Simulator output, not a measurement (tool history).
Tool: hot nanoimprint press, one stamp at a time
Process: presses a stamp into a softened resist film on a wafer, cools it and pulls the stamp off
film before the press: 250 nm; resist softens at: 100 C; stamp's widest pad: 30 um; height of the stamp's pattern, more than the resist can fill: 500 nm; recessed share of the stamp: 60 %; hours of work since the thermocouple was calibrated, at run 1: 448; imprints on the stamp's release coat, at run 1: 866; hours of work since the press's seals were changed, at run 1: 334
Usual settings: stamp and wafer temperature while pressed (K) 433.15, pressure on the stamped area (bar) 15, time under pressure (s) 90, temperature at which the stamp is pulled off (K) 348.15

run   hour  stamp and wafer temperature while pressed (K)  pressure on the stamped area (bar)  time under pressure (s)  temperature at which the stamp is pulled off (K)  hours of work since the thermocouple was calibrated  imprints on the stamp's release coat  hours of work since the press's seals were changed  resist left under the stamp's widest pad (angstrom)  greatest force while the stamp is pulled off (N)
  1      0                                         433.15                                  15                       90                                            348.15                                                  448                                   866                                                 334                                                 1206                                               199
  2   11.4                                         433.15                                14.1                       90                                            348.15                                                  453                                   883                                                 339                                                 1252                                               196
  3   18.3                                         433.15                                14.1                       90                                            348.15                                                  457                                   893                                                 342                                                 1251                                               194
  4   29.6                                         433.15                                12.3                       90                                            348.15                                                  462                                   910                                                 348                                                 1344                                               198
  5   38.3                                         433.15                                12.3                       90                                            348.15                                                  466                                   923                                                 352                                                 1345                                               196
  6   49.9                                         433.15                                12.1                       90                                            348.15                                                  472                                   940                                                 357                                                 1356                                               195
  7   56.3                                         433.15                                12.1                       90                                            348.15                                                  475                                   950                                                 360                                                 1346                                               200
  8   65.4                                         433.15                                  15                       90                                            348.15                                                  479                                   963                                                 365                                                 1212                                               200
  9   74.9                                         433.15                                  15                       90                                            348.15                                                  484                                   977                                                 369                                                 1209                                               201
 10   81.6                                         433.15                                  15                       90                                            348.15                                                  487                                   987                                                 373                                                 1207                                               199
 11   95.1                                         433.15                                16.8                       90                                            348.15                                                  493                                  1007                                                 379                                                 1139                                               197
 12    108                                         430.15                                  15                       90                                            348.15                                                  499                                  1026                                                 385                                                 1333                                               196
 13  121.5                                         438.15                                  15                       90                                            348.15                                                  506                                  1047                                                 392                                                 1023                                               198
 14  127.8                                         423.15                                  15                       90                                            348.15                                                  509                                  1056                                                 395                                                 1691                                               194
       138  -- plate thermocouple calibrated
 15  138.7                                         433.15                                  15                       90                                            335.15                                                    0                                  1068                                                 398                                                 1201                                               226
 16  153.6                                         433.15                                13.1                       90                                            348.15                                                    7                                  1090                                                 405                                                 1297                                               204
 17  160.3                                         433.15                                11.1                       91                                            348.15                                                   11                                  1100                                                 409                                                 1406                                               195
 18  172.5                                         433.15                                21.1                       51                                            348.15                                                   16                                  1118                                                 414                                                 1207                                               196
 19    182                                         433.15                                12.1                       90                                            348.15                                                   21                                  1132                                                 419                                                 1347                                               199
 20  195.8                                         433.15                                12.1                       90                                            348.15                                                   28                                  1153                                                 426                                                 1351                                               197
 21  208.7                                         433.15                                12.1                       90                                            348.15                                                   34                                  1172                                                 432                                                 1356                                               197
 22  222.2                                         433.15                                12.1                       90                                            348.15                                                   40                                  1192                                                 438                                                 1347                                               193
 23  235.4                                         433.15                                12.1                       90                                            348.15                                                   46                                  1212                                                 444                                                 1352                                               196
 24  249.7                                         433.15                                12.1                       90                                            348.15                                                   53                                  1233                                                 451                                                 1349                                               210
 25  260.1                                         433.15                                12.1                       90                                            348.15                                                   58                                  1249                                                 456                                                 1353                                               191
 26  266.2                                         430.15                                17.9                       57                                            347.15                                                   61                                  1258                                                 459                                                 1402                                               200
 27    279                                         430.15                                17.9                       57                                            347.15                                                   67                                  1277                                                 465                                                 1405                                               203
 28  291.7                                         425.15                                  15                       90                                            339.15                                                   73                                  1296                                                 471                                                 1581                                               221
 29  305.5                                         440.15                                12.2                       58                                            348.15                                                   80                                  1316                                                 478                                                 1238                                               197
 30  313.2                                         441.15                                18.9                       45                                            347.15                                                   84                                  1328                                                 482                                                 1034                                               208

Hidden state at the last listed run before each entry between runs and at the first one after, where it differs:
Between runs 14 and 15: plate thermocouple calibrated (hour 138)
  true temperature over the reading, C: -0.02 -> 0

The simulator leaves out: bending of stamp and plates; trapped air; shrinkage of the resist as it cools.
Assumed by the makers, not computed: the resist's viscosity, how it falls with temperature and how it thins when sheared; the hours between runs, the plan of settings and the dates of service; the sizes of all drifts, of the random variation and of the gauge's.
